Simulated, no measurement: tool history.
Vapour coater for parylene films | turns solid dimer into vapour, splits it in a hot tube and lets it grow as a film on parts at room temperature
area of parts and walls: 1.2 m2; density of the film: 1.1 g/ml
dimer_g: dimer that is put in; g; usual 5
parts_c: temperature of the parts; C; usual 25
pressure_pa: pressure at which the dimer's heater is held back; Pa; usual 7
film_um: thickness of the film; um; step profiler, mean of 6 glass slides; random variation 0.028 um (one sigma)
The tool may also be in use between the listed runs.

| run | hour | dimer_g | parts_c | pressure_pa | film_um |
|---|---|---|---|---|---|
| 1 | 0 | 5 | 25 | 7 | 2.51 |
| 2 | 17.5 | 5 | 25 | 7 | 2.51 |
| 3 | 43.5 | 5 | 25 | 7 | 2.48 |
| 4 | 65.9 | 5 | 25 | 7 | 2.49 |
| 5 | 81.8 | 5 | 25 | 7 | 2.49 |
| 6 | 103.9 | 5 | 25 | 7 | 2.51 |
| 7 | 126.5 | 5 | 32 | 7 | 2.07 |
| 8 | 150.1 | 3 | 23 | 2.55 | 1.9 |
| 9 | 177.7 | 4 | 25 | 7 | 1.98 |
| 10 | 198.2 | 4 | 25 | 7 | 1.99 |

4 ways to go on from here, each from the tool as it stands after run 10. What would each give?
| A | 220.6 | 4 | 19 | 7 | ? |
| B | 220.6 | 4 | 33 | 7 | ? |
| C | 220.6 | 3 | 25 | 2.37 | ? |
| D | 220.6 | 7 | 20 | 7 | ? |

| run | film_um |
|---|---|
| A | 2.34 |
| B | 1.65 |
| C | 1.84 |
| D | 3.98 |
Without the tool's hidden state the same runs would have given:
| run | film_um |
|---|---|
| A | 2.35 |
| B | 1.66 |
| C | 1.85 |
| D | 3.99 |
